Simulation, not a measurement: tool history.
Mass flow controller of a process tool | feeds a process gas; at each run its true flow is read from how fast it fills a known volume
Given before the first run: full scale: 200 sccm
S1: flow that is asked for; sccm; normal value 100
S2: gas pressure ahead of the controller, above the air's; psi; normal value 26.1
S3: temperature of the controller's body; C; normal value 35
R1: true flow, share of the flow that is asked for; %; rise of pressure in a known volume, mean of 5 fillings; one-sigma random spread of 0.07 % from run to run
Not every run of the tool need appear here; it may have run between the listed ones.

run,day,S1,S2,S3,R1
1,0.000,100,26.1,35,99.02
2,9.750,100,26.1,35,98.97
3,29.200,100,26.1,35,98.99
4,40.596,100,26.1,39,99.52
5,54.250,100,26.1,39,99.36
6,77.175,100,33.6,35,99.34
7,99.771,100,26.1,35,99.11
8,113.212,100,26.1,35,99.10
9,131.721,100,26.1,36,99.21
10,150.979,100,26.1,35,99.11
11,169.717,100,26.1,35,99.17
12,186.354,100,26.1,35,99.21
13,207.875,100,30.3,35,99.53
14,221.842,100,30.0,35,99.32
15,239.754,100,30.0,35,99.44
16,260.229,100,30.0,35,99.45
17,277.658,100,30.0,35,99.48
18,292.438,100,30.0,26,98.82
19,303.600,100,30.0,26,98.83
20,325.129,100,30.0,26,98.55
21,340.988,185,33.8,26,100.86
22,362.317,185,33.8,26,100.92
23,385.504,185,33.8,26,100.93
24,405.429,185,27.1,26,100.62
25,415.971,65,34.7,29,98.26
# day 423.358: controller exchanged for a calibrated one
26,428.712,100,20.9,23,97.73
27,443.892,172,30.7,23,99.29
28,455.208,28,30.7,26,96.86
29,472.867,28,30.7,34,97.66
30,495.908,28,30.7,34,97.29
31,512.588,99,29.0,34,98.92
32,530.571,39,29.9,22,96.62
33,548.575,39,29.9,22,96.60
34,563.142,113,22.5,21,98.05
35,581.508,62,23.5,21,97.02
36,599.342,65,30.5,21,97.36
37,615.608,100,26.1,22,97.88

Each run again, without the hidden state but with its own random variation kept:
Hidden state present: flow at rest that the sensor doesn't see, % of full scale; true flow over the shown one, %; drift of the gauge itself on true_pct, %.
run,R1
1,99.13
2,99.08
3,99.06
4,99.58
5,99.40
6,99.35
7,99.09
8,99.06
9,99.14
10,99.01
11,99.04
12,99.06
13,99.36
14,99.12
15,99.23
16,99.21
17,99.22
18,98.55
19,98.55
20,98.25
21,100.05
22,100.06
23,100.02
24,99.65
25,98.52
26,97.88
27,99.39
28,97.25
29,98.13
30,97.92
31,98.96
32,97.12
33,97.15
34,97.96
35,97.25
36,97.56
37,97.78

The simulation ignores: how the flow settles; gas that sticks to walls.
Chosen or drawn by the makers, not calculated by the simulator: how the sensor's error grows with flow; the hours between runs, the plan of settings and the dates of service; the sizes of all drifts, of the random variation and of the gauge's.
